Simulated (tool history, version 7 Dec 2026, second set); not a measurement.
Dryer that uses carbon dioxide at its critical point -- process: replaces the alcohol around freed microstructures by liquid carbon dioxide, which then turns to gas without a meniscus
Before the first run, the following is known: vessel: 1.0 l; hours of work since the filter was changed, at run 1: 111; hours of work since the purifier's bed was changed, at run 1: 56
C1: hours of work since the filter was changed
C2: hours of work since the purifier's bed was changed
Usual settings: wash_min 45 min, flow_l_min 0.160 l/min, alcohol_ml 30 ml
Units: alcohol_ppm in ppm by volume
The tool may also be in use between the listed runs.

Run 1, hour 0.0: usual settings; C1 111; C2 56. Result: alcohol_ppm 107 ppm by volume.
Run 2, hour 11.9: usual settings; C1 117; C2 62. Result: alcohol_ppm 110 ppm by volume.
Run 3, hour 21.7: usual settings; C1 123; C2 67. Result: alcohol_ppm 117 ppm by volume.
Run 4, hour 35.9: usual settings but alcohol_ml 21 ml; C1 130; C2 75. Result: alcohol_ppm 89 ppm by volume.
Run 5, hour 44.0: usual settings but flow_l_min 0.189 l/min, alcohol_ml 21 ml; C1 135; C2 79. Result: alcohol_ppm 40 ppm by volume.
Run 6, hour 56.7: usual settings but flow_l_min 0.189 l/min, alcohol_ml 21 ml; C1 141; C2 86. Result: alcohol_ppm 42 ppm by volume.
Run 7, hour 66.5: usual settings but flow_l_min 0.189 l/min, alcohol_ml 21 ml; C1 147; C2 92. Result: alcohol_ppm 50 ppm by volume.
Run 8, hour 77.4: usual settings but flow_l_min 0.189 l/min, alcohol_ml 21 ml; C1 153; C2 98. Result: alcohol_ppm 43 ppm by volume.
Run 9, hour 87.0: usual settings but flow_l_min 0.189 l/min, alcohol_ml 21 ml; C1 158; C2 103. Result: alcohol_ppm 42 ppm by volume.
Run 10, hour 101.8: usual settings; C1 166; C2 111. Result: alcohol_ppm 127 ppm by volume.
Run 11, hour 116.6: usual settings but wash_min 44 min, flow_l_min 0.174 l/min; C1 174; C2 119. Result: alcohol_ppm 101 ppm by volume.
Run 12, hour 131.3: usual settings but wash_min 70 min, flow_l_min 0.146 l/min, alcohol_ml 44 ml; C1 182; C2 127. Result: alcohol_ppm 34 ppm by volume.
Run 13, hour 137.4: usual settings but wash_min 70 min, flow_l_min 0.146 l/min, alcohol_ml 44 ml; C1 185; C2 130. Result: alcohol_ppm 34 ppm by volume.
Run 14, hour 147.2: usual settings but wash_min 41 min, flow_l_min 0.185 l/min; C1 190; C2 135. Result: alcohol_ppm 105 ppm by volume.
Run 15, hour 155.5: usual settings but wash_min 41 min, flow_l_min 0.185 l/min; C1 195; C2 140. Result: alcohol_ppm 96 ppm by volume.
Run 16, hour 163.3: usual settings but wash_min 68 min, flow_l_min 0.135 l/min, alcohol_ml 92 ml; C1 199; C2 144. Result: alcohol_ppm 104 ppm by volume.
Run 17, hour 171.4: usual settings but wash_min 60 min, alcohol_ml 81 ml; C1 203; C2 148. Result: alcohol_ppm 71 ppm by volume.
Run 18, hour 181.1: usual settings but wash_min 60 min, alcohol_ml 81 ml; C1 209; C2 153. Result: alcohol_ppm 76 ppm by volume.
Run 19, hour 188.0: usual settings but wash_min 38 min, flow_l_min 0.130 l/min, alcohol_ml 21 ml; C1 212; C2 157. Result: alcohol_ppm 480 ppm by volume.
Run 20, hour 194.2: usual settings but wash_min 54 min, flow_l_min 0.192 l/min, alcohol_ml 29 ml; C1 216; C2 161. Result: alcohol_ppm 32 ppm by volume.

Here are 4 independent what-if runs from the current tool condition. What would each one return?
Run A, hour 204.2: usual settings but wash_min 56 min, alcohol_ml 23 ml; C1 221; C2 166. Result: alcohol_ppm ?.
Run B, hour 204.2: usual settings but wash_min 32 min, flow_l_min 0.224 l/min, alcohol_ml 29 ml; C1 221; C2 166. Result: alcohol_ppm ?.
Run C, hour 204.2: usual settings but wash_min 42 min, flow_l_min 0.169 l/min, alcohol_ml 111 ml; C1 221; C2 166. Result: alcohol_ppm ?.
Run D, hour 204.2: usual settings but wash_min 29 min, flow_l_min 0.192 l/min, alcohol_ml 29 ml; C1 221; C2 166. Result: alcohol_ppm ?.

run  alcohol_ppm
  A           45
  B          145
  C          484
  D          429
What these runs would have given with no unlogged condition in the tool:
run  alcohol_ppm
  A           15
  B           81
  C          303
  D          291
